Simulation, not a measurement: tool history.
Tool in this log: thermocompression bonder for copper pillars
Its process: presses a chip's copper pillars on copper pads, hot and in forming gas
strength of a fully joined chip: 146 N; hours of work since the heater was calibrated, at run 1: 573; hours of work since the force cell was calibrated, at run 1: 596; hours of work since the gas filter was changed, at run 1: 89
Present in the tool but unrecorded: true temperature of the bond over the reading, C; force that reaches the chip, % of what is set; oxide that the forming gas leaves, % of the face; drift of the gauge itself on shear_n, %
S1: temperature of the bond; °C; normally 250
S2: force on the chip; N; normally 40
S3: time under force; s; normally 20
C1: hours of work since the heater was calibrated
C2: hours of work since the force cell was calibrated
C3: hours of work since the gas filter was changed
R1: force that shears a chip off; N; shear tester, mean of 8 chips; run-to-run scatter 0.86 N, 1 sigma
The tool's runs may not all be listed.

run   hour   S1  S2  S3   C1   C2   C3    R1
  1    0.0  250  40  20  573  596   89  64.0
  2   19.8  250  40  20  588  611  104  63.3
  3   31.4  250  40  20  597  619  112  63.1
  4   43.3  235  40  20  606  628  121  46.4
  5   59.3  235  40  20  618  640  133  47.2
  6   74.1  235  40  20  629  651  145  48.1
  7   91.4  250  33  20  642  664  158  52.9
  8  104.4  250  27  21  652  674  167  47.2
  9  113.8  250  27  21  659  681  174  47.3
 10  128.9  250  27  21  670  693  186  46.8
 11  140.8  237  40  19  679  702  195  47.3
 12  151.4  232  37  24  687  710  203  44.4
 13  161.6  278  34  14  695  717  211  75.0
 14  175.3  278  34  14  705  728  221  73.7

Each row is a separate what-if for the run after 14, all from the same tool condition, not one after another. Results?
  A  184.8  259  44  23  712  735  228   ?
  B  184.8  258  45  57  712  735  228   ?
  C  184.8  221  34  46  712  735  228   ?
  D  184.8  261  30  32  712  735  228   ?

run     R1
  A   81.7
  B  104.2
  C   40.5
  D   70.8
Stripped of hidden state, with their random variation kept, the same runs would have yielded:
run     R1
  A   94.5
  B  117.2
  C   49.7
  D   82.7

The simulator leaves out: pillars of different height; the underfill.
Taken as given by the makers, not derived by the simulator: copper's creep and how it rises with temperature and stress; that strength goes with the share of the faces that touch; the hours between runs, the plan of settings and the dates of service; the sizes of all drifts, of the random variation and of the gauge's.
